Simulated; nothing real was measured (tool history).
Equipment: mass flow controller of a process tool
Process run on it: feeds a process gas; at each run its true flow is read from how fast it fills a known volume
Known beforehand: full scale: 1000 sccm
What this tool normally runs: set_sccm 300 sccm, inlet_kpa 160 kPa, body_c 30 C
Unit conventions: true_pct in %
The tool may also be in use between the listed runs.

run    hour  set_sccm  inlet_kpa  body_c  true_pct
  1     0.0       300        160      30     97.59
  2   378.4       300        160      30     97.63
  3   804.0       953        160      30    100.34
  4  1090.1       953        160      30    100.36
  5  1368.1       300        160      36     97.42
  6  1563.9       300        160      36     97.36
     1584.2  -- controller's zero set anew
  7  1804.3       300        245      22     98.33
  8  2031.4       300        245      22     98.28
  9  2272.2       300        198      30     97.61
 10  2683.0       167        229      31     95.38
 11  2963.7       259        204      28     97.16

4 ways to go on from here, each from the tool as it stands after run 11. What would each give?
     2996.6  -- controller's zero set anew, once more
  A  3139.0       785        271      20         ?
     2996.6  -- controller's zero set anew, once more
  B  3139.0       300        142      31         ?
     2996.6  -- controller's zero set anew, once more
  C  3139.0       300        160      20         ?
     2996.6  -- controller's zero set anew, once more
  D  3139.0       231        203      28         ?

run  true_pct
  A    101.98
  B     99.55
  C    100.31
  D     99.98
With the hidden condition removed and each run's random variation left untouched, the same runs would have given:
run  true_pct
  A    100.15
  B     97.86
  C     98.62
  D     98.35

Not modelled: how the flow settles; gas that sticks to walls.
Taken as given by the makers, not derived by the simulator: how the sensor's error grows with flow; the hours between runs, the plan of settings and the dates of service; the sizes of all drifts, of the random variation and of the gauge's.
